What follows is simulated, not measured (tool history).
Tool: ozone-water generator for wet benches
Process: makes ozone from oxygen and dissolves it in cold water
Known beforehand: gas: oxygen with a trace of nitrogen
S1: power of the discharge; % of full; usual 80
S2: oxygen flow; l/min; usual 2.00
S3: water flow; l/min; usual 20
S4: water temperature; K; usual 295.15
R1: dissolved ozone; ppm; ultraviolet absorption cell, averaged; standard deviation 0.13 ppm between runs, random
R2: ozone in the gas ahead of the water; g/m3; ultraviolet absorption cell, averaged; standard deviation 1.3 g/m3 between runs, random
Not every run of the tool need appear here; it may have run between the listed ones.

run,hour,S1,S2,S3,S4,R1,R2
1,0.0,80,2.00,20,295.15,13.5,225.9
2,38.3,80,2.00,20,295.15,13.6,224.1
3,108.4,80,2.00,20,295.15,13.5,227.5
4,148.1,80,2.00,20,295.15,13.6,226.2
5,225.6,80,2.00,20,295.15,13.6,227.1
6,278.0,80,1.06,20,295.15,12.5,343.9
7,361.7,80,1.06,20,295.15,12.6,341.8
8,419.2,80,1.06,20,295.15,12.6,342.8
9,464.8,62,1.06,20,295.15,9.9,274.0
10,518.4,71,1.06,20,295.15,11.2,308.0
11,579.4,58,1.76,24,290.15,8.7,183.6
# hour 589.5: contactor cleaned
12,643.1,74,1.78,26,295.15,9.8,226.3
13,723.9,43,2.17,20,295.15,7.9,121.9
14,807.2,92,1.81,13,294.15,21.8,272.2
# hour 850.6: contactor cleaned, once more
15,891.4,92,2.83,14,292.15,21.1,203.0
16,939.7,80,2.23,20,295.15,13.5,209.3
17,982.7,80,2.23,20,295.15,13.6,208.9
18,1036.6,80,2.23,20,295.15,13.8,206.9

What would each run have given without the hidden state, its run-to-run variation left as it was?
What the log doesn't record here: yield of the discharge, % of new electrodes'; contactor's efficiency, % of a clean one's; true water temperature over the reading, C; drift of the gauge itself on ozone_ppm, %; drift of the gauge itself on gas_g_m3, %.
run,R1,R2
1,14.0,231.9
2,14.1,230.1
3,14.1,233.8
4,14.2,232.5
5,14.2,233.7
6,13.0,354.1
7,13.1,352.1
8,13.1,353.4
9,10.2,280.8
10,11.7,316.9
11,9.1,187.9
12,10.3,233.4
13,8.1,123.9
14,23.0,282.8
15,22.1,211.1
16,14.1,216.9
17,14.2,216.6
18,14.4,214.7
